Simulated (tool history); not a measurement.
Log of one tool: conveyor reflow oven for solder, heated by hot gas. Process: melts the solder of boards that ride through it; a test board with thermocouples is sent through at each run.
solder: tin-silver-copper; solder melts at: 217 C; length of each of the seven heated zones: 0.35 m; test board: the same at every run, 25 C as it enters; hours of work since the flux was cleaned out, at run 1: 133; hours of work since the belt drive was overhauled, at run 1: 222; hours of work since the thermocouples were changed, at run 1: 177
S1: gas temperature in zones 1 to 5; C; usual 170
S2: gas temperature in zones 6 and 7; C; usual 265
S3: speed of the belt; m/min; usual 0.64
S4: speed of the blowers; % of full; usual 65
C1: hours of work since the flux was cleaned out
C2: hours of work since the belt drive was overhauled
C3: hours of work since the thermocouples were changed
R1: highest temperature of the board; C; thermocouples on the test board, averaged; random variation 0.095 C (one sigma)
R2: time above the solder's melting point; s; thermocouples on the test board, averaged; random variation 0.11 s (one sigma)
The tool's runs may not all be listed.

run 1 hour=0 | S1=170 S2=265 S3=0.64 S4=65 | C1=133 C2=222 C3=177 | R1=248.29 R2=45.2
-- hour=81.4 flux residue cleaned out of gas plates and filters
run 2 hour=105 | S1=170 S2=265 S3=0.64 S4=65 | C1=14 C2=281 C3=237 | R1=249.08 R2=45.9
run 3 hour=178.6 | S1=170 S2=265 S3=0.64 S4=65 | C1=58 C2=325 C3=281 | R1=249.01 R2=45.8
run 4 hour=261.7 | S1=170 S2=265 S3=0.64 S4=65 | C1=107 C2=374 C3=330 | R1=248.9 R2=45.6
run 5 hour=355.6 | S1=170 S2=265 S3=0.64 S4=75 | C1=163 C2=430 C3=386 | R1=251.42 R2=48.1
-- hour=391.6 flux residue cleaned out of gas plates and filters
run 6 hour=439.3 | S1=170 S2=265 S3=0.64 S4=75 | C1=28 C2=477 C3=433 | R1=251.97 R2=48.8
run 7 hour=517.9 | S1=170 S2=265 S3=0.64 S4=75 | C1=75 C2=524 C3=479 | R1=251.78 R2=48.4
-- hour=582.1 thermocouples of zones 6 and 7 changed
run 8 hour=619.9 | S1=170 S2=264 S3=0.64 S4=65 | C1=135 C2=583 C3=22 | R1=247.39 R2=44.9
run 9 hour=679.9 | S1=174 S2=265 S3=0.64 S4=65 | C1=170 C2=619 C3=58 | R1=248.98 R2=47
-- hour=700.7 flux residue cleaned out of gas plates and filters
run 10 hour=766.2 | S1=174 S2=265 S3=0.64 S4=65 | C1=39 C2=667 C3=107 | R1=249.89 R2=47.9
run 11 hour=836.7 | S1=174 S2=265 S3=0.64 S4=65 | C1=81 C2=709 C3=149 | R1=249.49 R2=48
run 12 hour=927.1 | S1=174 S2=265 S3=0.64 S4=84 | C1=135 C2=763 C3=202 | R1=254.04 R2=51.7
-- hour=1004.1 flux residue cleaned out of gas plates and filters
run 13 hour=1019.5 | S1=158 S2=265 S3=0.64 S4=65 | C1=9 C2=815 C3=254 | R1=247.44 R2=41.7
run 14 hour=1075.4 | S1=170 S2=258 S3=0.64 S4=65 | C1=42 C2=848 C3=288 | R1=243.18 R2=42
run 15 hour=1124.6 | S1=170 S2=258 S3=0.64 S4=65 | C1=72 C2=878 C3=317 | R1=243.31 R2=41.9
run 16 hour=1206.6 | S1=170 S2=258 S3=0.64 S4=65 | C1=120 C2=926 C3=366 | R1=243.17 R2=41.9
-- hour=1313.5 flux residue cleaned out of gas plates and filters
run 17 hour=1314.2 | S1=161 S2=258 S3=0.64 S4=77 | C1=0 C2=988 C3=427 | R1=245.25 R2=42.4
run 18 hour=1379.2 | S1=161 S2=258 S3=0.64 S4=77 | C1=39 C2=1026 C3=465 | R1=245.34 R2=42.4
run 19 hour=1457.3 | S1=158 S2=265 S3=0.523 S4=58 | C1=86 C2=1073 C3=512 | R1=251.91 R2=56.4
-- hour=1463.5 thermocouples of zones 6 and 7 changed
run 20 hour=1531.2 | S1=170 S2=265 S3=0.57 S4=55 | C1=128 C2=1116 C3=40 | R1=249.01 R2=52
run 21 hour=1609.4 | S1=176 S2=265 S3=0.57 S4=55 | C1=175 C2=1162 C3=87 | R1=249.92 R2=54.9
-- hour=1620.2 flux residue cleaned out of gas plates and filters
run 22 hour=1702.3 | S1=176 S2=278 S3=0.57 S4=50 | C1=49 C2=1214 C3=139 | R1=260 R2=61
run 23 hour=1753.4 | S1=178 S2=278 S3=0.57 S4=50 | C1=79 C2=1245 C3=170 | R1=260.43 R2=62
run 24 hour=1846.5 | S1=178 S2=253 S3=0.648 S4=61 | C1=135 C2=1300 C3=225 | R1=238.17 R2=39.3
run 25 hour=1891.5 | S1=183 S2=253 S3=0.648 S4=75 | C1=161 C2=1327 C3=252 | R1=242.28 R2=46.3
-- hour=1928.6 flux residue cleaned out of gas plates and filters
run 26 hour=1990.8 | S1=161 S2=253 S3=0.633 S4=75 | C1=37 C2=1383 C3=308 | R1=240.39 R2=39
run 27 hour=2089.4 | S1=161 S2=265 S3=0.624 S4=70 | C1=96 C2=1442 C3=367 | R1=249.97 R2=46.3
run 28 hour=2151 | S1=159 S2=265 S3=0.611 S4=65 | C1=132 C2=1478 C3=403 | R1=248.66 R2=45.6
run 29 hour=2200.2 | S1=159 S2=265 S3=0.611 S4=65 | C1=162 C2=1508 C3=432 | R1=248.52 R2=45.7

Forecast each of these 3 alternatives for the next run:
-- hour=2237.7 flux residue cleaned out of gas plates and filters
-- hour=2249.7 belt drive overhauled, speed set with a stopwatch
run A hour=2278.7 | S1=170 S2=272 S3=0.64 S4=57 | C1=22 C2=17 C3=474 | R1=? R2=?
-- hour=2237.7 flux residue cleaned out of gas plates and filters
-- hour=2249.7 belt drive overhauled, speed set with a stopwatch
run B hour=2278.7 | S1=164 S2=273 S3=0.611 S4=85 | C1=22 C2=17 C3=474 | R1=? R2=?
-- hour=2237.7 flux residue cleaned out of gas plates and filters
-- hour=2249.7 belt drive overhauled, speed set with a stopwatch
run C hour=2278.7 | S1=157 S2=277 S3=0.64 S4=68 | C1=22 C2=17 C3=474 | R1=? R2=?

run=A R1=252.55 R2=47.4
run=B R1=262.14 R2=55.5
run=C R1=258.56 R2=48.5
Without the tool's hidden state the same runs would have given:
run=A R1=252.21 R2=47.2
run=B R1=261.79 R2=55.3
run=C R1=258.23 R2=48.2
